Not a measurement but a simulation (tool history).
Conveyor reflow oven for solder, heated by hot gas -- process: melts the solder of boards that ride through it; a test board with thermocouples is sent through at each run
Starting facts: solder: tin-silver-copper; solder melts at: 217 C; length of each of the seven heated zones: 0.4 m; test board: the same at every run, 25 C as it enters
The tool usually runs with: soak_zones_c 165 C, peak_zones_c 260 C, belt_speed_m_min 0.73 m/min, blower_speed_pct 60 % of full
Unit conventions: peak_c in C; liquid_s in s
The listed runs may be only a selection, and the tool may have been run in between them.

run	hour	soak_zones_c	peak_zones_c	belt_speed_m_min	blower_speed_pct	peak_c	liquid_s
1	0	165	260	0.73	60	238.2	34.2
2	72.5	165	260	0.73	60	238.6	34.2
3	126.7	165	260	0.73	60	237.8	34.2
4	203	165	260	0.73	60	238	34.3
# hour 214.5: belt drive overhauled, speed set with a stopwatch
5	253.8	165	260	0.756	60	236.6	31.2
6	334.3	165	260	0.73	60	237.7	34
7	387.5	165	260	0.73	60	237.7	33.5
8	455.1	165	260	0.73	63	238.4	35.2
9	491.8	159	269	0.662	59	246.7	45.3
10	532.3	159	269	0.662	59	246.8	45.5
11	579.9	159	269	0.612	82	255.2	58
# hour 589.9: belt drive overhauled, speed set with a stopwatch, once more
12	646.3	175	260	0.73	60	238.4	37.4
13	713.3	175	260	0.73	60	238.6	37.3

Results for each run, recomputed without the tool's hidden state and with each run's random variation untouched:
Hidden state at play: heat that the gas passes to the board, % of a clean oven's; belt's true speed, % of the reading; true gas temperature in zones 6 and 7 over the reading, C; drift of the gauge itself on peak_c, C; drift of the gauge itself on liquid_s, %.
run	peak_c	liquid_s
1	239.4	35.4
2	240	35.6
3	239.3	35.7
4	239.8	36.2
5	238.4	32.9
6	239.8	35.9
7	239.9	35.6
8	240.8	37.5
9	249.2	47.1
10	249.4	47.4
11	258.1	59.6
12	241.6	41
13	242	41.1
